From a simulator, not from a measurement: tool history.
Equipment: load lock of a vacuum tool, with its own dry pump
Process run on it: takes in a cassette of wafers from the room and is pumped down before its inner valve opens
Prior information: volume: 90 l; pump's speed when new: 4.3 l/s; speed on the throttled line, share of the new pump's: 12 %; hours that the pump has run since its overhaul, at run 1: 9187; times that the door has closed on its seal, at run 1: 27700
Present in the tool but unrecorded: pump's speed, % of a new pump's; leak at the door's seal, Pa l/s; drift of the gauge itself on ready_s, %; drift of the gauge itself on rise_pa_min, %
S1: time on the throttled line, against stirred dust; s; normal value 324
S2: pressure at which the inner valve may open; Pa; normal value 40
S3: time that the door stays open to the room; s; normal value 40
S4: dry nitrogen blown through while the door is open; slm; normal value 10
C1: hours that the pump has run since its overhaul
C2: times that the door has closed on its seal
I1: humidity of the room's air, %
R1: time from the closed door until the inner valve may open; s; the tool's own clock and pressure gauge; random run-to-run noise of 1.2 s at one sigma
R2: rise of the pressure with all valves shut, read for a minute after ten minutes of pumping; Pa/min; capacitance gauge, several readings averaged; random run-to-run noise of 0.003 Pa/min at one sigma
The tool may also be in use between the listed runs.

run    hour   S1  S2  S3  S4     C1     C2    I1     R1     R2
  1       0  324  40  40  10   9187  27700  43.1  455.1  0.212
      240.1  -- door's seal changed, seat wiped
  2   254.8  324  40  40  10   9441     51  44.1  457.1  0.022
  3   406.1  324  40  40  10   9592    581    46  456.7  0.019
  4     577  324  40  40  10   9763   1180  44.6  456.1  0.027
  5     728  324  40  40  10   9914   1709  49.1  457.3  0.031
  6   913.7  436  40  40  10  10100   2360    46  556.4   0.03
  7  1114.1  436  40  40  10  10300   3062  47.7  554.4  0.031
  8  1348.9  436  40  40  10  10535   3885  45.2  555.2  0.032
  9  1694.8  602  32  46   4  10881   5097    47  701.2  0.049
 10  1888.3  324  37  40  21  11074   5775  44.9  458.2  0.039
 11  2238.2  210  42  99  14  11424   7000  42.3  355.9  0.047

For each run, the measured value with the value that run would have given without the tool's hidden condition subtracted. The run-to-run variation is shared by both, the gauge scatter possibly not:
run    R1      R2
  1  +6.5  +0.192
  2  +6.7      +0
  3  +6.8      +0
  4  +6.8  +0.003
  5    +7  +0.004
  6  +6.4  +0.005
  7  +6.4  +0.008
  8  +6.6  +0.011
  9  +5.9  +0.015
 10  +7.9  +0.019
 11  +8.7  +0.024
